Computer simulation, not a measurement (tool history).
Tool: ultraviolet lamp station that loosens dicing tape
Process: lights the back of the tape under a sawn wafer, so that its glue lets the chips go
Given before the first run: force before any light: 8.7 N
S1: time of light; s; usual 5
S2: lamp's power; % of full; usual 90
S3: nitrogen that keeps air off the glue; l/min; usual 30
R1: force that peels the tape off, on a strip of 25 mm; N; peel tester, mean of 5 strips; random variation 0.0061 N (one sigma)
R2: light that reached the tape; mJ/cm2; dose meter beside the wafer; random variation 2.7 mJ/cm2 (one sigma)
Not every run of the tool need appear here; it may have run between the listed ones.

| run | hour | S1 | S2 | S3 | R1 | R2 |
|---|---|---|---|---|---|---|
| 1 | 0 | 5 | 90 | 30 | 0.198 | 341 |
| 2 | 7.8 | 5 | 90 | 30 | 0.195 | 341 |
| 3 | 14.2 | 9 | 90 | 30 | 0.14 | 604 |
| 4 | 21.2 | 9 | 90 | 30 | 0.15 | 609 |
| 5 | 27.3 | 5 | 87 | 30 | 0.21 | 324 |
| 6 | 36.6 | 5 | 87 | 30 | 0.217 | 329 |
| 7 | 43.3 | 5 | 87 | 30 | 0.217 | 327 |
| 8 | 52.7 | 5 | 87 | 30 | 0.205 | 327 |
| 9 | 59.5 | 5 | 87 | 30 | 0.218 | 324 |
| 10 | 69.4 | 5 | 87 | 30 | 0.221 | 318 |
| 11 | 75.2 | 5 | 90 | 12 | 0.446 | 330 |
| 12 | 82.9 | 5 | 90 | 12 | 0.453 | 332 |
| 13 | 89.5 | 5 | 90 | 12 | 0.438 | 326 |
| 14 | 98.3 | 5 | 90 | 12 | 0.435 | 327 |
| 15 | 102.7 | 7 | 90 | 12 | 0.211 | 463 |
| 16 | 108.8 | 5 | 90 | 20 | 0.283 | 331 |
| 17 | 116 | 5 | 90 | 20 | 0.281 | 327 |
| 18 | 123.7 | 2 | 90 | 30 | 1.407 | 127 |
| 19 | 128.8 | 2 | 90 | 30 | 1.384 | 133 |
| 20 | 136.6 | 5 | 67 | 30 | 0.375 | 241 |
|  | 137.6 | window cleaned of glue's vapour |
| 21 | 141.3 | 5 | 67 | 30 | 0.415 | 237 |
| 22 | 150.7 | 5 | 67 | 30 | 0.413 | 233 |
| 23 | 156.7 | 4 | 82 | 9 | 1.227 | 225 |
|  | 160.8 | window cleaned of glue's vapour, once more |
| 24 | 165.3 | 4 | 82 | 9 | 1.004 | 254 |
| 25 | 174.1 | 4 | 90 | 9 | 0.839 | 277 |
| 26 | 183.7 | 4 | 81 | 17 | 0.619 | 248 |
| 27 | 191.4 | 4 | 81 | 17 | 0.619 | 242 |
| 28 | 197 | 4 | 64 | 17 | 1.054 | 194 |
| 29 | 203 | 9 | 63 | 41 | 0.151 | 425 |
| 30 | 211 | 4 | 95 | 41 | 0.213 | 284 |
| 31 | 215.9 | 6 | 90 | 30 | 0.168 | 399 |
| 32 | 225.1 | 6 | 90 | 30 | 0.171 | 403 |
| 33 | 235 | 6 | 62 | 30 | 0.277 | 274 |
| 34 | 242.5 | 6 | 62 | 30 | 0.284 | 277 |
| 35 | 248.8 | 6 | 62 | 30 | 0.294 | 271 |
| 36 | 255 | 6 | 62 | 30 | 0.29 | 276 |
| 37 | 263.5 | 8 | 85 | 23 | 0.162 | 496 |
| 38 | 270.4 | 4 | 71 | 46 | 0.363 | 207 |
| 39 | 278.2 | 8 | 63 | 9 | 0.444 | 371 |
| 40 | 283.5 | 7 | 66 | 22 | 0.246 | 340 |
| 41 | 289.5 | 3 | 69 | 13 | 1.856 | 152 |
| 42 | 294.3 | 5 | 60 | 30 | 0.487 | 223 |
| 43 | 303.9 | 5 | 60 | 30 | 0.478 | 218 |

For run 44, what comes out?
| 44 | 310.2 | 4 | 65 | 30 | ? | ? |

{"run 44": {"R1": 0.68, "R2": 186}}
With no hidden state in the tool, this same run would have given R1 0.521 N, R2 211 mJ/cm2.
